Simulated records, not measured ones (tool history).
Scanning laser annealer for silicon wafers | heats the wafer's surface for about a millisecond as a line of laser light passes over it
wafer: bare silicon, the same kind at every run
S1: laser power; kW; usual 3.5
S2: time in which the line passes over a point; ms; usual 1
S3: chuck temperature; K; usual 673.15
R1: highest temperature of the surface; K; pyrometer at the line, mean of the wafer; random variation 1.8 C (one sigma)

| run | hour | S1 | S2 | S3 | R1 |
|---|---|---|---|---|---|
| 1 | 0 | 3.5 | 1 | 673.15 | 1361.15 |
| 2 | 11.1 | 3.5 | 1 | 673.15 | 1363.15 |
| 3 | 17.8 | 3.5 | 1 | 673.15 | 1361.15 |
| 4 | 26.5 | 3.752 | 1 | 673.15 | 1415.15 |
| 5 | 33.8 | 3.5 | 1 | 654.15 | 1341.15 |
| 6 | 43.3 | 3.5 | 1 | 654.15 | 1341.15 |
| 7 | 52.5 | 3.5 | 1 | 673.15 | 1362.15 |
| 8 | 60.6 | 3.5 | 1 | 673.15 | 1359.15 |
| 9 | 69.4 | 3.5 | 1 | 673.15 | 1361.15 |
| 10 | 75.6 | 3.5 | 0.74 | 673.15 | 1266.15 |
| 11 | 87 | 3.5 | 0.74 | 664.15 | 1252.15 |
| 12 | 98.4 | 3.5 | 0.74 | 664.15 | 1256.15 |
| 13 | 104.7 | 3.011 | 1 | 673.15 | 1260.15 |
| 14 | 109.5 | 3.5 | 1 | 673.15 | 1357.15 |
| 15 | 119.1 | 3.5 | 1 | 673.15 | 1360.15 |
| 16 | 126.6 | 3.5 | 1 | 673.15 | 1357.15 |
| 17 | 134.4 | 3.5 | 1 | 673.15 | 1358.15 |
| 18 | 143.9 | 3.5 | 1 | 673.15 | 1357.15 |
| 19 | 153.1 | 3.5 | 1 | 673.15 | 1360.15 |
|  | 162.2 | optics aligned, line set to its width |
| 20 | 165.6 | 3.5 | 1 | 673.15 | 1372.15 |
| 21 | 170.5 | 3.5 | 1.05 | 673.15 | 1387.15 |
| 22 | 178.6 | 3.351 | 1.13 | 673.15 | 1380.15 |
| 23 | 188.4 | 3.588 | 1.13 | 673.15 | 1436.15 |

Forecast run 24:
| 24 | 198.8 | 3.5 | 1.03 | 663.15 | ? |

R1: 1372.15 K
Without the tool's hidden state the same run would have given R1 1389.15 K.
